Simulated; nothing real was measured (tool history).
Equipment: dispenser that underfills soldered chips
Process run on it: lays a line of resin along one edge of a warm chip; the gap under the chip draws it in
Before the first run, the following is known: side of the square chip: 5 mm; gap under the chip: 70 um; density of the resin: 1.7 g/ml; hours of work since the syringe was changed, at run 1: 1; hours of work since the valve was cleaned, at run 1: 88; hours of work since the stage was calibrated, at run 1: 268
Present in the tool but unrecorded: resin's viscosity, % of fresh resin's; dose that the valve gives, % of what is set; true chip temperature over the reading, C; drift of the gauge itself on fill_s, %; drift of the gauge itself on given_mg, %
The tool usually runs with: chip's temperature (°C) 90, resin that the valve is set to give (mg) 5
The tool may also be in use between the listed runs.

run   hour  chip's temperature (°C)  resin that the valve is set to give (mg)  hours of work since the syringe was changed  hours of work since the valve was cleaned  hours of work since the stage was calibrated  time until the resin shows at the far edge (s)  resin that the valve gave (mg)
  1      0                       90                                         5                                            1                                         88                                           268                                             8.2                            4.83
  2     10                       90                                         5                                            7                                         94                                           274                                            10.9                            4.81
      14.1  -- new syringe of resin
  3   18.9                       90                                         5                                            3                                         99                                           279                                             8.8                            4.84
  4   26.6                       90                                         5                                            8                                        104                                           284                                            10.5                            4.78
      29.4  -- new syringe of resin
  5     33                       90                                         5                                            2                                        108                                           287                                               9                            4.78
      43.3  -- dispensing valve cleaned and set on the balance
  6   43.3                       90                                         5                                            8                                          0                                           293                                            11.6                            4.99
        46  -- new syringe of resin
  7   54.8                       90                                         5                                            5                                          7                                           300                                             9.8                               5
      61.5  -- new syringe of resin
  8   63.8                       84                                         5                                            1                                         12                                           305                                            11.2                            4.97
  9   73.2                      102                                         5                                            7                                         18                                           311                                               6                               5
      76.9  -- new syringe of resin
 10   81.1                       76                                         5                                            3                                         22                                           315                                            17.1                            4.99
 11   91.3                       76                                      5.91                                            9                                         28                                           321                                            22.3                            5.86
      92.5  -- new syringe of resin
 12   98.4                       76                                      5.91                                            4                                         33                                           325                                              18                            5.84
 13  106.2                       76                                      5.91                                            8                                         37                                           330                                            21.7                            5.83
     108.2  -- new syringe of resin
 14  113.9                       76                                      5.91                                            3                                         42                                           334                                            17.2                            5.81
 15  121.1                       76                                      5.91                                            8                                         46                                           339                                            21.1                            5.82
     123.8  -- new syringe of resin
 16  129.9                       76                                      5.91                                            4                                         51                                           344                                            17.4                            5.79
       139  -- new syringe of resin
 17  141.5                       76                                      5.91                                            1                                         58                                           351                                            15.4                             5.8
 18  148.8                       76                                      5.91                                            6                                         62                                           355                                            18.8                            5.82
 19  153.6                       94                                      5.64                                            9                                         65                                           358                                             9.6                            5.47
     154.6  -- new syringe of resin
 20  158.8                       96                                      4.55                                            3                                         68                                           361                                               7                            4.44
     169.8  -- new syringe of resin
 21  170.5                       84                                      4.81                                            0                                         75                                           368                                            10.9                            4.66
 22  177.4                       91                                      5.95                                            5                                         79                                           372                                             8.7                            5.77
       185  -- new syringe of resin
 23  188.7                      104                                      4.56                                            2                                         86                                           379                                             5.1                            4.37
     200.3  -- new syringe of resin
 24  200.3                       83                                      4.29                                            0                                         93                                           386                                            11.3                            4.12
 25  207.8                       83                                      4.29                                            5                                         97                                           390                                            13.6                            4.13
 26  215.1                       84                                      6.15                                            9                                        102                                           394                                            15.4                            5.91
       216  -- new syringe of resin
 27  225.7                       78                                         5                                            6                                        108                                           401                                            17.5                            4.78
     231.5  -- new syringe of resin
     236.2  -- dispensing valve cleaned and set on the balance
 28  237.3                       78                                         5                                            3                                          1                                           407                                              16                            4.98
 29  245.7                       78                                         5                                            8                                          6                                           412                                            19.2                            4.98
       248  -- new syringe of resin
 30  254.9                       89                                       4.4                                            4                                         11                                           417                                            10.6                            4.37
     263.5  -- new syringe of resin
 31  265.6                       90                                      5.23                                            1                                         17                                           424                                             9.3                            5.16
 32  273.7                       84                                      5.23                                            6                                         22                                           428                                            13.7                            5.17
       279  -- new syringe of resin
 33  280.2                       99                                      4.28                                            1                                         26                                           432                                               6                            4.22
 34  288.5                       86                                      5.48                                            6                                         31                                           437                                            12.1                            5.39
     294.7  -- new syringe of resin
 35  294.9                       86                                      5.48                                            0                                         35                                           441                                             9.8                            5.41

For each run, the measured value with the value that run would have given without the tool's hidden condition subtracted. The run-to-run variation is shared by both, the gauge scatter possibly not:
run  time until the resin shows at the far edge (s)  resin that the valve gave (mg)
  1                                            +0.6                           -0.17
  2                                            +2.9                           -0.18
  3                                            +1.2                           -0.19
  4                                              +3                            -0.2
  5                                            +1.2                           -0.21
  6                                            +3.5                           +0.01
  7                                            +2.3                              +0
  8                                            +0.9                           -0.01
  9                                            +1.7                           -0.03
 10                                            +2.5                           -0.03
 11                                            +7.5                           -0.06
 12                                            +2.8                           -0.06
 13                                            +6.7                           -0.07
 14                                              +3                           -0.09
 15                                            +6.5                            -0.1
 16                                            +2.8                           -0.12
 17                                            +1.5                           -0.12
 18                                            +4.7                           -0.14
 19                                            +3.2                           -0.15
 20                                            +0.9                           -0.12
 21                                            +0.5                           -0.14
 22                                            +1.8                           -0.19
 23                                            +0.6                           -0.16
 24                                            +0.6                           -0.16
 25                                            +2.9                           -0.16
 26                                            +5.2                           -0.25
 27                                            +4.6                           -0.22
 28                                            +2.2                              +0
 29                                            +5.9                           -0.01
 30                                            +1.9                           -0.01
 31                                            +0.9                           -0.04
 32                                            +3.7                           -0.05
 33                                            +0.5                           -0.05
 34                                            +3.1                           -0.06
 35                                            +0.5                           -0.07

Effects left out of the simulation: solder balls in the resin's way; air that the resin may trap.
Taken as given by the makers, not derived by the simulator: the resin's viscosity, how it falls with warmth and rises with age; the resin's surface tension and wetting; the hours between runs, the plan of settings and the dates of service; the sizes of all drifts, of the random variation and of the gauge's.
